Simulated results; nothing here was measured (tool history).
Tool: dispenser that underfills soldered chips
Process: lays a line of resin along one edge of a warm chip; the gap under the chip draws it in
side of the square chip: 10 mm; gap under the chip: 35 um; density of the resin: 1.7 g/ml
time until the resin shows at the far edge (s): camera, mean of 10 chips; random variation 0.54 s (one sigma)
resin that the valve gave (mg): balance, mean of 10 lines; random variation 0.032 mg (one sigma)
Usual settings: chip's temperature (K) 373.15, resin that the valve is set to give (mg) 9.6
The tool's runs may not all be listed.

run   hour  chip's temperature (K)  resin that the valve is set to give (mg)  time until the resin shows at the far edge (s)  resin that the valve gave (mg)
  1      0                  373.15                                       9.6                                            58.5                            9.07
       2.4  -- new syringe of resin
  2      3                  385.15                                       9.6                                            32.4                            9.07
       5.8  -- dispensing valve cleaned and set on the balance
  3      8                  367.15                                       9.6                                            62.5                            9.59
  4     12                  373.15                                     10.37                                            57.3                           10.39
  5   14.4                  373.15                                     10.37                                            60.8                           10.36
      15.1  -- new syringe of resin
  6   17.3                  373.15                                     10.37                                              48                           10.34
  7   21.4                  373.15                                     10.77                                            53.8                           10.74
  8   25.1                  373.15                                     12.48                                            58.1                           12.41
      26.6  -- new syringe of resin
  9   29.8                  373.15                                     12.48                                            48.9                           12.36
 10   32.8                  367.15                                       9.6                                            63.9                            9.58
 11   37.1                  367.15                                       9.6                                            72.2                            9.46
      37.9  -- new syringe of resin
 12   39.9                  367.15                                       9.6                                            57.4                            9.43
 13   43.6                  367.15                                       9.6                                              62                            9.46
 14   48.4                  373.15                                       9.6                                            59.7                            9.48
      49.4  -- new syringe of resin
 15   51.6                  373.15                                       9.6                                            49.1                            9.39
 16   54.8                  373.15                                       9.6                                            53.9                            9.44
 17   58.5                  373.15                                       9.6                                            58.7                            9.39
      60.8  -- new syringe of resin
 18   63.6                  373.15                                       9.6                                            47.8                            9.39
 19     67                  376.15                                      9.59                                            47.6                            9.33
 20   71.5                  381.15                                      10.1                                            45.8                            9.82
      72.1  -- new syringe of resin
 21   76.5                  372.15                                     10.68                                            51.6                           10.41
 22   81.5                  372.15                                     10.68                                            59.1                           10.33
      83.6  -- new syringe of resin
 23   84.2                  377.15                                     11.54                                            39.9                           11.14
 24     87                  377.15                                     11.54                                            42.3                           11.16
 25   89.9                  375.15                                      9.76                                            50.2                            9.44
 26   94.2                  380.15                                     10.25                                            47.9                            9.91
        95  -- new syringe of resin
 27   98.5                  380.15                                     10.25                                            39.4                             9.9
 28  102.3                  365.15                                     12.45                                              69                           11.96
 29  104.7                  362.15                                      9.09                                            83.8                            8.77
     106.5  -- new syringe of resin
 30    108                  366.15                                      8.32                                            59.7                            7.97
 31    113                  387.15                                      9.33                                            34.6                            8.94
 32  115.1                  387.15                                      9.33                                            36.7                            8.96
     117.8  -- new syringe of resin
 33  119.3                  387.15                                      9.33                                            30.6                            8.92
 34  124.2                  382.15                                       9.6                                            40.3                            9.14
 35  127.3                  382.15                                       9.6                                            43.3                            9.11
     129.3  -- new syringe of resin
 36  130.8                  372.15                                     10.97                                            46.3                           10.45

3 ways to go on from here, each from the tool as it stands after run 36. What would each give?
  A  133.2                  366.15                                     10.92                                               ?                               ?
  B  133.2                  387.15                                     10.93                                               ?                               ?
  C  133.2                  372.15                                     12.41                                               ?                               ?

run  time until the resin shows at the far edge (s)  resin that the valve gave (mg)
  A                                            61.2                           10.36
  B                                            31.6                           10.38
  C                                            49.7                           11.79
Without the tool's hidden state the same runs would have given:
run  time until the resin shows at the far edge (s)  resin that the valve gave (mg)
  A                                            56.7                            10.9
  B                                            29.2                           10.92
  C                                            46.1                           12.41

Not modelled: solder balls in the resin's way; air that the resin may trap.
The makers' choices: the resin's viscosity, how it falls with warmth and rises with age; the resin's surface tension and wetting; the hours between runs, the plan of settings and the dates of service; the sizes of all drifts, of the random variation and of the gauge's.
